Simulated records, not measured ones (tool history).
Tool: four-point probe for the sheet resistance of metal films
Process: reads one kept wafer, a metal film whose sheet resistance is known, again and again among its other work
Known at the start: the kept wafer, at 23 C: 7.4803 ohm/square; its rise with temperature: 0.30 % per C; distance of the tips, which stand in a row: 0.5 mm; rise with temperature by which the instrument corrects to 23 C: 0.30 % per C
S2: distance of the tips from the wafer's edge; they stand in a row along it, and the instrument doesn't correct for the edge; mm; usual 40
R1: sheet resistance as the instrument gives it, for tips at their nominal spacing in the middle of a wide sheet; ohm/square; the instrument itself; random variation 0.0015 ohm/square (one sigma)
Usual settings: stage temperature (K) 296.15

{"run": 1, "day": 0.0, "stage temperature (K)": 296.15, "S2": 40, "R1": 7.515759}
{"run": 2, "day": 0.367, "stage temperature (K)": 296.15, "S2": 40, "R1": 7.51809}
{"run": 3, "day": 0.8, "stage temperature (K)": 296.15, "S2": 40, "R1": 7.515683}
{"run": 4, "day": 1.167, "stage temperature (K)": 296.15, "S2": 10, "R1": 7.526062}
{"run": 5, "day": 1.458, "stage temperature (K)": 296.15, "S2": 40, "R1": 7.517076}
{"run": 6, "day": 2.058, "stage temperature (K)": 296.15, "S2": 40, "R1": 7.516992}
{"run": 7, "day": 2.375, "stage temperature (K)": 293.15, "S2": 40, "R1": 7.515478}
{"run": 8, "day": 2.892, "stage temperature (K)": 293.15, "S2": 40, "R1": 7.515264}
{"run": 9, "day": 3.483, "stage temperature (K)": 293.15, "S2": 40, "R1": 7.517797}
{"run": 10, "day": 3.917, "stage temperature (K)": 296.15, "S2": 40, "R1": 7.519348}
{"run": 11, "day": 4.438, "stage temperature (K)": 296.15, "S2": 40, "R1": 7.519754}
{"run": 12, "day": 5.142, "stage temperature (K)": 296.15, "S2": 23, "R1": 7.523603}
{"run": 13, "day": 5.592, "stage temperature (K)": 296.15, "S2": 23, "R1": 7.519241}
{"run": 14, "day": 6.021, "stage temperature (K)": 296.15, "S2": 23, "R1": 7.519182}
{"run": 15, "day": 6.704, "stage temperature (K)": 304.15, "S2": 40, "R1": 7.521032}
{"run": 16, "day": 7.229, "stage temperature (K)": 304.15, "S2": 40, "R1": 7.522564}
{"run": 17, "day": 7.571, "stage temperature (K)": 304.15, "S2": 40, "R1": 7.519609}
{"run": 18, "day": 7.946, "stage temperature (K)": 296.15, "S2": 40, "R1": 7.523455}
{"day": 8.012, "done": "stage's thermometer calibrated"}
{"run": 19, "day": 8.404, "stage temperature (K)": 296.15, "S2": 40, "R1": 7.520101}
{"run": 20, "day": 8.75, "stage temperature (K)": 300.15, "S2": 40, "R1": 7.520637}
{"run": 21, "day": 9.108, "stage temperature (K)": 300.15, "S2": 40, "R1": 7.5226}
{"run": 22, "day": 9.479, "stage temperature (K)": 305.15, "S2": 69, "R1": 7.523482}
{"run": 23, "day": 9.962, "stage temperature (K)": 305.15, "S2": 9, "R1": 7.536285}
{"run": 24, "day": 10.633, "stage temperature (K)": 299.15, "S2": 13, "R1": 7.52607}
{"run": 25, "day": 11.088, "stage temperature (K)": 305.15, "S2": 6, "R1": 7.551809}
{"run": 26, "day": 11.383, "stage temperature (K)": 305.15, "S2": 12, "R1": 7.530059}
{"run": 27, "day": 12.038, "stage temperature (K)": 305.15, "S2": 12, "R1": 7.530828}
{"day": 12.275, "done": "stage's thermometer calibrated, once more"}
{"run": 28, "day": 12.392, "stage temperature (K)": 295.15, "S2": 72, "R1": 7.51415}
{"run": 29, "day": 13.033, "stage temperature (K)": 300.15, "S2": 5, "R1": 7.556412}
{"run": 30, "day": 13.688, "stage temperature (K)": 300.15, "S2": 37, "R1": 7.517362}
{"run": 31, "day": 14.158, "stage temperature (K)": 306.15, "S2": 11, "R1": 7.526312}
{"run": 32, "day": 14.55, "stage temperature (K)": 301.15, "S2": 74, "R1": 7.519104}
{"run": 33, "day": 14.933, "stage temperature (K)": 301.15, "S2": 71, "R1": 7.517815}
{"run": 34, "day": 15.567, "stage temperature (K)": 301.15, "S2": 13, "R1": 7.523936}
{"run": 35, "day": 15.975, "stage temperature (K)": 301.15, "S2": 13, "R1": 7.523581}
{"run": 36, "day": 16.496, "stage temperature (K)": 301.15, "S2": 13, "R1": 7.527524}
{"run": 37, "day": 17.067, "stage temperature (K)": 295.15, "S2": 31, "R1": 7.517335}
{"run": 38, "day": 17.65, "stage temperature (K)": 296.15, "S2": 23, "R1": 7.520094}
{"run": 39, "day": 18.208, "stage temperature (K)": 300.15, "S2": 38, "R1": 7.521516}
{"run": 40, "day": 18.829, "stage temperature (K)": 302.15, "S2": 8, "R1": 7.537411}
{"run": 41, "day": 19.462, "stage temperature (K)": 302.15, "S2": 8, "R1": 7.534121}

Forecast each of these 3 alternatives for the next run:
{"run": "A", "day": 19.758, "stage temperature (K)": 307.15, "S2": 29, "R1": "?"}
{"run": "B", "day": 19.758, "stage temperature (K)": 297.15, "S2": 3, "R1": "?"}
{"run": "C", "day": 19.758, "stage temperature (K)": 305.15, "S2": 7, "R1": "?"}

run=A R1=7.525088
run=B R1=7.628455
run=C R1=7.541663
Without the tool's hidden state the same runs would have given:
run=A R1=7.486822
run=B R1=7.589740
run=C R1=7.503327
